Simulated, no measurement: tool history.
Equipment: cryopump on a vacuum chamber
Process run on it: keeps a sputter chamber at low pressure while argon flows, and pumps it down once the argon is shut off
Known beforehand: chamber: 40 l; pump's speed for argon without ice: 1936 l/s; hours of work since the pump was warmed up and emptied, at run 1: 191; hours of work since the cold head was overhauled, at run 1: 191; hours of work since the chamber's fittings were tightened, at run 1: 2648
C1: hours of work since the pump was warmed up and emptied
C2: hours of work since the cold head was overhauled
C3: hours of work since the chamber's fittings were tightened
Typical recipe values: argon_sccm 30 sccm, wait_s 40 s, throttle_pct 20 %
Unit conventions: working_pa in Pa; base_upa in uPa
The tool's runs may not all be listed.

{"run": 1, "hour": 0.0, "argon_sccm": 30, "wait_s": 40, "throttle_pct": 20, "C1": 191, "C2": 191, "C3": 2648, "working_pa": 0.1346, "base_upa": 2.34}
{"run": 2, "hour": 9.1, "argon_sccm": 30, "wait_s": 299, "throttle_pct": 20, "C1": 198, "C2": 198, "C3": 2654, "working_pa": 0.1344, "base_upa": 0.87}
{"run": 3, "hour": 19.3, "argon_sccm": 30, "wait_s": 79, "throttle_pct": 20, "C1": 205, "C2": 205, "C3": 2661, "working_pa": 0.1353, "base_upa": 1.54}
{"run": 4, "hour": 35.7, "argon_sccm": 30, "wait_s": 40, "throttle_pct": 20, "C1": 216, "C2": 216, "C3": 2673, "working_pa": 0.1346, "base_upa": 2.36}
{"run": 5, "hour": 47.4, "argon_sccm": 30, "wait_s": 40, "throttle_pct": 20, "C1": 224, "C2": 224, "C3": 2681, "working_pa": 0.133, "base_upa": 2.48}
{"run": 6, "hour": 61.0, "argon_sccm": 30, "wait_s": 39, "throttle_pct": 20, "C1": 233, "C2": 233, "C3": 2690, "working_pa": 0.1359, "base_upa": 2.45}
{"run": 7, "hour": 73.6, "argon_sccm": 30, "wait_s": 39, "throttle_pct": 20, "C1": 242, "C2": 242, "C3": 2699, "working_pa": 0.1363, "base_upa": 2.5}
{"run": 8, "hour": 82.9, "argon_sccm": 30, "wait_s": 40, "throttle_pct": 20, "C1": 249, "C2": 249, "C3": 2705, "working_pa": 0.1356, "base_upa": 2.47}
{"run": 9, "hour": 94.2, "argon_sccm": 30, "wait_s": 40, "throttle_pct": 20, "C1": 256, "C2": 256, "C3": 2713, "working_pa": 0.1356, "base_upa": 2.42}
{"run": 10, "hour": 111.2, "argon_sccm": 30, "wait_s": 44, "throttle_pct": 20, "C1": 268, "C2": 268, "C3": 2725, "working_pa": 0.1359, "base_upa": 2.27}
{"run": 11, "hour": 120.5, "argon_sccm": 30, "wait_s": 40, "throttle_pct": 45, "C1": 275, "C2": 275, "C3": 2731, "working_pa": 0.0635, "base_upa": 2.51}
{"run": 12, "hour": 132.1, "argon_sccm": 15, "wait_s": 127, "throttle_pct": 34, "C1": 283, "C2": 283, "C3": 2739, "working_pa": 0.041, "base_upa": 1.23}

Run 13 comes next. What will it give?
{"run": 13, "hour": 144.2, "argon_sccm": 17, "wait_s": 239, "throttle_pct": 16, "C1": 291, "C2": 291, "C3": 2748, "working_pa": "?", "base_upa": "?"}

{"run 13": {"working_pa": 0.0947, "base_upa": 0.94}}
Take away the tool's hidden state, keep the run-to-run variation as it was, and the same run would have given working_pa 0.0916 Pa, base_upa 0.43 uPa.

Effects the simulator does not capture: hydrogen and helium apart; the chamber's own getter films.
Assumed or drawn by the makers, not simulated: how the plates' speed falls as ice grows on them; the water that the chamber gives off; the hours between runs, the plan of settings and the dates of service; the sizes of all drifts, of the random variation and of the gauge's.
